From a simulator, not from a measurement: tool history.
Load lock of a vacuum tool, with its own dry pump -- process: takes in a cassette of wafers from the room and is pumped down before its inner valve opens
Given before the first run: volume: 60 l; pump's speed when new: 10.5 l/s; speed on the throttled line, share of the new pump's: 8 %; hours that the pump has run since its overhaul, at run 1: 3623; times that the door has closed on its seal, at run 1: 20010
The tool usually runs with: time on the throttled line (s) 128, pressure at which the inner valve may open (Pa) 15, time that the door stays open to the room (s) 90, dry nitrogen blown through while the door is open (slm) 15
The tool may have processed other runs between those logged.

run,day,time on the throttled line (s),pressure at which the inner valve may open (Pa),time that the door stays open to the room (s),dry nitrogen blown through while the door is open (slm),hours that the pump has run since its overhaul,times that the door has closed on its seal,"incoming humidity of the room's air, %",time from the closed door until the inner valve may open (s),rise of the pressure with all valves shut (Pa/min)
1,0,128,15,90,15,3623,20010,48.2,167.6,0.165
2,11.742,128,15,90,15,3905,20601,46.1,167.6,0.168
3,29.833,128,14,90,15,4339,21510,51.3,169,0.18
4,43.854,128,15,90,15,4675,22215,43.7,170.3,0.175
5,58.317,128,15,90,15,5023,22943,47.3,170.2,0.18
6,71.483,128,15,90,15,5339,23605,43,169.9,0.17
7,87.833,128,15,90,15,5731,24427,45,168.4,0.187
8,100.133,128,15,90,15,6026,25045,41.7,172.5,0.179
9,114.675,128,15,90,15,6375,25776,46.4,169.9,0.197
10,133.179,128,15,90,15,6819,26707,43.7,169.9,0.204
11,151.071,128,15,90,15,7249,27607,45,171.3,0.213
12,168.283,128,15,90,15,7662,28472,47.7,171.8,0.224
13,186.654,128,15,90,15,8103,29396,44.9,170.9,0.222
# day 199.079: door's seal changed, seat wiped
14,203.308,170,15,90,7,8501,212,44.8,209.9,0.076
15,230.7,170,15,90,7,9158,1590,44.8,209.5,0.075
16,248.671,151,13,90,28,9590,2493,41.6,194.3,0.051
17,270.8,151,13,90,28,10121,3606,48.1,193.8,0.057
18,282.767,151,13,90,28,10408,4208,41.3,194.3,0.056
19,303.583,121,15,90,15,10907,5255,45.8,164.7,0.075

What will run 20 give?
20,320.096,121,14,90,15,11304,6085,47.8,?,?

time from the closed door until the inner valve may open (s): 166.5
rise of the pressure with all valves shut (Pa/min): 0.08
If the tool had no hidden condition, the same run with the same run-to-run variation would have returned time from the closed door until the inner valve may open (s) 161.9, rise of the pressure with all valves shut (Pa/min) 0.067.
